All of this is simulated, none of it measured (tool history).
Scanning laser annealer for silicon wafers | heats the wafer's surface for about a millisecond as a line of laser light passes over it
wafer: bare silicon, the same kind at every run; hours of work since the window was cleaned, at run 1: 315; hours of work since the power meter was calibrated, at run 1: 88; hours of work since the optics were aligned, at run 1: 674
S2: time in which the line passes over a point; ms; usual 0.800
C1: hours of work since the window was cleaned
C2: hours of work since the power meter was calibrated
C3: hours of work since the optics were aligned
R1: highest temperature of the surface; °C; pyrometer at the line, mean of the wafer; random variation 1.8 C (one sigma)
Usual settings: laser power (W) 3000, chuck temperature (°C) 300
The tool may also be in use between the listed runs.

run 1 hour=0.0 | laser_power_(W)=3000 S2=0.800 chuck_temperature_(°C)=300 | C1=315 C2=88 C3=674 | R1=1027
run 2 hour=7.3 | laser_power_(W)=3000 S2=0.800 chuck_temperature_(°C)=294 | C1=318 C2=91 C3=677 | R1=1019
run 3 hour=17.5 | laser_power_(W)=3000 S2=0.800 chuck_temperature_(°C)=294 | C1=322 C2=95 C3=682 | R1=1016
run 4 hour=26.7 | laser_power_(W)=3000 S2=0.800 chuck_temperature_(°C)=300 | C1=326 C2=99 C3=686 | R1=1019
run 5 hour=35.9 | laser_power_(W)=3000 S2=0.800 chuck_temperature_(°C)=300 | C1=330 C2=103 C3=690 | R1=1021
run 6 hour=49.0 | laser_power_(W)=3000 S2=0.800 chuck_temperature_(°C)=300 | C1=336 C2=109 C3=695 | R1=1020
run 7 hour=55.6 | laser_power_(W)=3000 S2=0.800 chuck_temperature_(°C)=300 | C1=338 C2=112 C3=698 | R1=1020
run 8 hour=62.0 | laser_power_(W)=3000 S2=0.800 chuck_temperature_(°C)=300 | C1=341 C2=114 C3=701 | R1=1018
run 9 hour=72.5 | laser_power_(W)=3000 S2=0.800 chuck_temperature_(°C)=300 | C1=346 C2=119 C3=705 | R1=1019
run 10 hour=80.1 | laser_power_(W)=3000 S2=0.674 chuck_temperature_(°C)=300 | C1=349 C2=122 C3=708 | R1=963
-- hour=88.2 window over the wafer cleaned
run 11 hour=89.1 | laser_power_(W)=3000 S2=0.674 chuck_temperature_(°C)=300 | C1=0 C2=125 C3=712 | R1=994
run 12 hour=97.1 | laser_power_(W)=3000 S2=0.903 chuck_temperature_(°C)=300 | C1=4 C2=129 C3=715 | R1=1098
run 13 hour=107.9 | laser_power_(W)=2859 S2=0.903 chuck_temperature_(°C)=300 | C1=8 C2=133 C3=720 | R1=1061
run 14 hour=120.3 | laser_power_(W)=2859 S2=0.903 chuck_temperature_(°C)=300 | C1=14 C2=139 C3=725 | R1=1059
run 15 hour=129.2 | laser_power_(W)=2859 S2=0.903 chuck_temperature_(°C)=300 | C1=18 C2=142 C3=729 | R1=1061
run 16 hour=142.6 | laser_power_(W)=2859 S2=0.903 chuck_temperature_(°C)=300 | C1=23 C2=148 C3=734 | R1=1059
run 17 hour=149.9 | laser_power_(W)=2845 S2=0.993 chuck_temperature_(°C)=300 | C1=26 C2=151 C3=737 | R1=1090
-- hour=155.5 optics aligned, line set to its width
run 18 hour=163.5 | laser_power_(W)=2657 S2=0.993 chuck_temperature_(°C)=300 | C1=30 C2=155 C3=3 | R1=1042
run 19 hour=177.1 | laser_power_(W)=3152 S2=0.801 chuck_temperature_(°C)=300 | C1=36 C2=161 C3=9 | R1=1098
run 20 hour=183.5 | laser_power_(W)=3152 S2=0.801 chuck_temperature_(°C)=309 | C1=39 C2=163 C3=12 | R1=1107
-- hour=187.6 laser's power meter calibrated
run 21 hour=196.7 | laser_power_(W)=3152 S2=0.801 chuck_temperature_(°C)=309 | C1=43 C2=4 C3=16 | R1=1107
run 22 hour=204.5 | laser_power_(W)=3152 S2=0.801 chuck_temperature_(°C)=309 | C1=46 C2=7 C3=20 | R1=1106
run 23 hour=213.9 | laser_power_(W)=2754 S2=0.594 chuck_temperature_(°C)=339 | C1=50 C2=11 C3=24 | R1=936
run 24 hour=220.6 | laser_power_(W)=3243 S2=0.604 chuck_temperature_(°C)=294 | C1=53 C2=14 C3=27 | R1=1007
run 25 hour=226.7 | laser_power_(W)=3243 S2=0.604 chuck_temperature_(°C)=294 | C1=56 C2=17 C3=29 | R1=1009
run 26 hour=232.3 | laser_power_(W)=3000 S2=0.627 chuck_temperature_(°C)=331 | C1=58 C2=19 C3=32 | R1=999
run 27 hour=238.8 | laser_power_(W)=3000 S2=0.800 chuck_temperature_(°C)=264 | C1=61 C2=22 C3=34 | R1=1017
run 28 hour=249.5 | laser_power_(W)=2908 S2=0.800 chuck_temperature_(°C)=300 | C1=66 C2=27 C3=39 | R1=1032
-- hour=254.6 laser's power meter calibrated, once more
run 29 hour=262.5 | laser_power_(W)=2876 S2=0.712 chuck_temperature_(°C)=300 | C1=70 C2=3 C3=43 | R1=979
run 30 hour=268.9 | laser_power_(W)=3000 S2=0.800 chuck_temperature_(°C)=307 | C1=73 C2=6 C3=46 | R1=1055
run 31 hour=281.4 | laser_power_(W)=3000 S2=0.800 chuck_temperature_(°C)=307 | C1=78 C2=11 C3=51 | R1=1059

Hidden state at the last listed run before each entry between runs and at the first one after, where it differs:
Between runs 10 and 11: window over the wafer cleaned (hour 88.2)
  light that passes the window, % of a clean one's: 95.3 -> 99.8; width of the line over the set one, %: 1.96 -> 1.97
  measured less the result without the state, R1: -40 -> -8 °C
Between runs 17 and 18: optics aligned, line set to its width (hour 155.5)
  light that passes the window, % of a clean one's: 99.45 -> 99.4; width of the line over the set one, %: 2.03 -> 0.34
  measured less the result without the state, R1: -13 -> -5 °C
Between runs 20 and 21: laser's power meter calibrated (hour 187.6)
  light that passes the window, % of a clean one's: 99.28 -> 99.22; laser's true power over the reading, %: 0.18 -> 0.26; width of the line over the set one, %: 0.36 -> 0.37
  measured less the result without the state, R1: -6 -> -6 °C
Between runs 28 and 29: laser's power meter calibrated, once more (hour 254.6)
  light that passes the window, % of a clean one's: 98.92 -> 98.86; laser's true power over the reading, %: 0.27 -> -0.06; width of the line over the set one, %: 0.43 -> 0.44
  measured less the result without the state, R1: -8 -> -10 °C
